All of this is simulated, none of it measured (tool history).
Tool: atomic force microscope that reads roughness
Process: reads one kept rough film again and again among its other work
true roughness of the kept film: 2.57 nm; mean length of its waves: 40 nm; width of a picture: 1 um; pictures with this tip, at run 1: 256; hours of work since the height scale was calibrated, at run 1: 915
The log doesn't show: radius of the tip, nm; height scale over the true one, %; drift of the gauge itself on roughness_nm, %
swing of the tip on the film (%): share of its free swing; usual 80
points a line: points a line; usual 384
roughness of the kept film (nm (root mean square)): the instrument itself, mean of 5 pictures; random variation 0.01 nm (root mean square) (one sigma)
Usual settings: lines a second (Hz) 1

| run | day | lines a second (Hz) | swing of the tip on the film (%) | points a line | pictures with this tip | hours of work since the height scale was calibrated | roughness of the kept film (nm (root mean square)) |
|---|---|---|---|---|---|---|---|
| 1 | 0 | 1 | 80 | 384 | 256 | 915 | 2.413 |
| 2 | 1.858 | 1 | 80 | 384 | 362 | 950 | 2.428 |
|  | 2.067 | new tip fitted |
| 3 | 5.058 | 1 | 80 | 655 | 171 | 1010 | 2.424 |
| 4 | 8.325 | 2.69 | 80 | 384 | 358 | 1071 | 2.295 |
|  | 8.621 | new tip fitted |
| 5 | 10.242 | 2.69 | 80 | 384 | 93 | 1106 | 2.308 |
| 6 | 12.829 | 2.69 | 80 | 384 | 240 | 1155 | 2.312 |
|  | 15.083 | new tip fitted |
| 7 | 15.083 | 2.69 | 80 | 384 | 0 | 1197 | 2.287 |
| 8 | 16.571 | 1 | 80 | 384 | 85 | 1224 | 2.403 |
| 9 | 19.725 | 1 | 80 | 384 | 265 | 1283 | 2.398 |
|  | 21.508 | new tip fitted |
| 10 | 22.546 | 1 | 80 | 384 | 60 | 1336 | 2.406 |
| 11 | 24.742 | 1 | 80 | 814 | 185 | 1377 | 2.405 |
|  | 28.004 | new tip fitted |
| 12 | 28.05 | 3.47 | 72 | 374 | 3 | 1439 | 2.324 |
| 13 | 29.896 | 3.47 | 72 | 374 | 108 | 1473 | 2.334 |
| 14 | 32.117 | 2.18 | 80 | 384 | 235 | 1515 | 2.342 |
|  | 34.633 | new tip fitted |
| 15 | 34.762 | 0.75 | 76 | 703 | 7 | 1564 | 2.444 |
|  | 36.221 | height scale calibrated on a step standard |
| 16 | 37.458 | 0.75 | 76 | 703 | 159 | 23 | 2.449 |
| 17 | 40.192 | 0.75 | 76 | 703 | 315 | 74 | 2.443 |
|  | 41.183 | new tip fitted |
| 18 | 42.542 | 0.75 | 89 | 458 | 78 | 118 | 2.418 |
| 19 | 44.454 | 1.39 | 76 | 310 | 187 | 154 | 2.395 |
|  | 47.604 | new tip fitted |
| 20 | 47.617 | 1.39 | 76 | 310 | 1 | 213 | 2.386 |
| 21 | 51.021 | 1.39 | 81 | 522 | 195 | 276 | 2.396 |
| 22 | 52.412 | 1 | 80 | 285 | 275 | 302 | 2.387 |

Forecast each of these 5 alternatives for the next run:
|  | 54.042 | new tip fitted |
| A | 54.154 | 1 | 81 | 384 | 7 | 335 | ? |
|  | 54.042 | new tip fitted |
| B | 54.154 | 1 | 83 | 384 | 7 | 335 | ? |
|  | 54.042 | new tip fitted |
| C | 54.154 | 1 | 63 | 384 | 7 | 335 | ? |
|  | 54.042 | new tip fitted |
| D | 54.154 | 0.76 | 64 | 673 | 7 | 335 | ? |
|  | 54.042 | new tip fitted |
| E | 54.154 | 2.33 | 58 | 430 | 7 | 335 | ? |

| run | roughness of the kept film (nm (root mean square)) |
|---|---|
| A | 2.416 |
| B | 2.383 |
| C | 2.452 |
| D | 2.468 |
| E | 2.456 |
Without the tool's hidden state the same runs would have given:
| run | roughness of the kept film (nm (root mean square)) |
|---|---|
| A | 2.417 |
| B | 2.383 |
| C | 2.452 |
| D | 2.468 |
| E | 2.456 |
